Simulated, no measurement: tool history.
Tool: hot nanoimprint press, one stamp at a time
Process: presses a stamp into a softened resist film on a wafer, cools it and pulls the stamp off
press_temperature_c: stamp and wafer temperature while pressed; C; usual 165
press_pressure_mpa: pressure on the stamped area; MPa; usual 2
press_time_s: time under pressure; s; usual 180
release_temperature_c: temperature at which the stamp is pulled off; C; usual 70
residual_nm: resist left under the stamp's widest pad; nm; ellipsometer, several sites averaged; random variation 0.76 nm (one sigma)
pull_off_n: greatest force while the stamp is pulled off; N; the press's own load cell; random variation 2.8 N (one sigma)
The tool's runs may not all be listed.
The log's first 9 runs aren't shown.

run,hour,press_temperature_c,press_pressure_mpa,press_time_s,release_temperature_c,residual_nm,pull_off_n
# hour 250.8: stamp cleaned and given a new release coat
10,263.5,167,2,180,70,88.9,135
11,286.4,167,2,180,70,86.9,133
12,305.2,165,2,180,70,95.2,130
13,328.8,165,2,180,77,95.6,124
# hour 340.5: press's hydraulic seals changed and the load cell set to zero
14,361.2,165,2,180,77,96,120
15,380.6,165,2,180,77,96,118
# hour 420.9: plate thermocouple calibrated
16,421.3,155,2.47,357,70,102.4,129
# hour 442.3: stamp cleaned and given a new release coat
17,445.8,173,1.68,180,70,75.9,127
18,481.2,158,2.36,102,70,144.9,129
19,514.9,155,1.62,180,70,155.5,125
20,554,155,1.62,180,70,154.6,128
21,590.7,155,1.62,180,70,153.5,132
# hour 621.4: stamp cleaned and given a new release coat
22,633.8,155,1.62,180,70,152.4,129
23,657.6,161,1.62,271,76,104.7,122
24,695.6,155,1.26,90,74,195.1,122
25,725,165,2.83,110,73,98.9,121
26,763.5,165,1.78,326,70,78.3,127
# hour 799.5: stamp cleaned and given a new release coat
27,800.8,167,1.3,216,70,98.6,131
28,833,160,2.48,158,74,112.7,127
# hour 867.1: plate thermocouple calibrated
29,868.2,160,2.48,158,74,111.5,128
30,890.3,165,2.82,180,69,83.1,128

Forecast each of these 3 alternatives for the next run:
A,929.7,162,2,180,65,?,?
B,929.7,160,1.95,180,77,?,?
C,929.7,176,2.82,316,69,?,?

run,residual_nm,pull_off_n
A,108,133
B,119.4,125
C,40,131
Without the tool's hidden state the same runs would have given:
run,residual_nm,pull_off_n
A,107.9,131
B,119.3,124
C,40,130
